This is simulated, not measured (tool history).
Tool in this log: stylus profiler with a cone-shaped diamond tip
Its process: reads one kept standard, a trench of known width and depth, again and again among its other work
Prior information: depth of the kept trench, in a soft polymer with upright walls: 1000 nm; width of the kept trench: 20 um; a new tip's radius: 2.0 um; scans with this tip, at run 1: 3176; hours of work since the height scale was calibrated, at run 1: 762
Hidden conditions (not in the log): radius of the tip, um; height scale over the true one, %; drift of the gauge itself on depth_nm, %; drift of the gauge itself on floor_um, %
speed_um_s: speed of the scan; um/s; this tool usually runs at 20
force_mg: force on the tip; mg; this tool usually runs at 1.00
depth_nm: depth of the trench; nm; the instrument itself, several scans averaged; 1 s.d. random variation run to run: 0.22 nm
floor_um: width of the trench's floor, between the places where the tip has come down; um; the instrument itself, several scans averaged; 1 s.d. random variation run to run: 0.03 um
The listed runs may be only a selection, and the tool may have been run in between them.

run     day  speed_um_s  force_mg  scans with this tip  hours of work since the height scale was calibrated  depth_nm  floor_um
  1   0.000          20      1.00                 3176                                                  762   1002.84     15.24
  2   5.425          20      1.00                 3601                                                  863   1002.44     15.13
      7.121  -- height scale calibrated on a step standard
  3   8.354          20      1.00                 3828                                                   23   1004.58     14.94
  4  11.675          20      1.00                 4089                                                   86   1005.03     14.91
  5  15.567          20      1.00                 4393                                                  159   1004.77     14.79
  6  18.696          20      1.00                 4638                                                  217   1004.56     14.70
  7  21.167          20      1.00                 4831                                                  264   1004.41     14.62
  8  24.650          20      1.00                 5104                                                  329   1004.13     14.56
  9  29.075          20      1.00                 5450                                                  412   1003.86     14.43
 10  32.717          25      1.00                 5735                                                  480   1004.10     14.31
 11  36.496          20      1.09                 6031                                                  551   1004.05     14.25
 12  38.992          70      0.58                 6226                                                  598   1001.62     13.74
 13  44.592          70      0.58                 6664                                                  703   1001.76     13.64
 14  47.408          16      0.50                 6885                                                  756   1001.21     13.95
 15  51.304          25      1.00                 7190                                                  829   1003.09     13.87

Alternative continuations, all from the tool just after run 15; predict every row:
     54.612  -- height scale calibrated on a step standard
  A  54.696          19      0.46                 7454                                                    2         ?         ?
     54.612  -- height scale calibrated on a step standard
  B  54.696          20      0.94                 7454                                                    2         ?         ?
     54.612  -- height scale calibrated on a step standard
  C  54.696          17      1.00                 7454                                                    2         ?         ?

run  depth_nm  floor_um
  A   1003.38     13.76
  B   1005.20     13.73
  C   1005.47     13.77
The same runs, with their run-to-run variation unchanged, on a tool lacking any hidden condition would have given:
run  depth_nm  floor_um
  A   1003.09     16.38
  B   1004.92     16.35
  C   1005.18     16.39
